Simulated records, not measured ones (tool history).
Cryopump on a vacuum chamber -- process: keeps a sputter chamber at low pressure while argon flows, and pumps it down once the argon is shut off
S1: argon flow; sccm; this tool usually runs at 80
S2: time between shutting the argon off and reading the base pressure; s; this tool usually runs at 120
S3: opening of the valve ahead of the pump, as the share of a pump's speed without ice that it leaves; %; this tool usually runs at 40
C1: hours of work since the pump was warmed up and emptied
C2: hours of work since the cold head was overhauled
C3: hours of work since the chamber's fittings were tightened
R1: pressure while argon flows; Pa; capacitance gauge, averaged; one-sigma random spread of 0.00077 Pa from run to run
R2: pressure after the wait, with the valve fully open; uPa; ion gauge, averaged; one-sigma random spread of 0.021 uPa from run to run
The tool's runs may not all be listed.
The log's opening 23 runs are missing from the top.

run 24 day=20.175 | S1=57 S2=44 S3=40 | C1=107 C2=664 C3=785 | R1=0.1055 R2=1.17
run 25 day=20.958 | S1=80 S2=239 S3=40 | C1=116 C2=673 C3=794 | R1=0.15 R2=0.69
run 26 day=22.104 | S1=80 S2=239 S3=40 | C1=130 C2=687 C3=808 | R1=0.1498 R2=0.73
run 27 day=22.954 | S1=80 S2=239 S3=40 | C1=141 C2=698 C3=819 | R1=0.15 R2=0.7
run 28 day=23.779 | S1=80 S2=120 S3=22 | C1=151 C2=708 C3=829 | R1=0.2679 R2=0.83
run 29 day=24.712 | S1=80 S2=120 S3=53 | C1=162 C2=719 C3=840 | R1=0.1137 R2=0.82
run 30 day=25.783 | S1=80 S2=218 S3=57 | C1=176 C2=733 C3=854 | R1=0.1084 R2=0.74
run 31 day=26.617 | S1=82 S2=120 S3=40 | C1=186 C2=743 C3=864 | R1=0.1552 R2=0.82
run 32 day=27.879 | S1=99 S2=267 S3=23 | C1=201 C2=758 C3=879 | R1=0.3208 R2=0.73
run 33 day=29.262 | S1=99 S2=267 S3=23 | C1=218 C2=775 C3=896 | R1=0.3232 R2=0.75
run 34 day=30.638 | S1=99 S2=267 S3=23 | C1=235 C2=792 C3=913 | R1=0.3211 R2=0.78

Below are 3 alternative next runs, each starting from the tool's condition after run 34. Predict each:
run A day=32.05 | S1=55 S2=120 S3=40 | C1=253 C2=810 C3=931 | R1=? R2=?
run B day=32.05 | S1=56 S2=238 S3=57 | C1=253 C2=810 C3=931 | R1=? R2=?
run C day=32.05 | S1=80 S2=33 S3=40 | C1=253 C2=810 C3=931 | R1=? R2=?

run=A R1=0.1055 R2=0.94
run=B R1=0.0776 R2=0.83
run=C R1=0.1535 R2=1.51
Take away the tool's hidden state, keep each run's random variation, and the runs would have read:
run=A R1=0.099 R2=0.38
run=B R1=0.071 R2=0.26
run=C R1=0.1441 R2=0.95
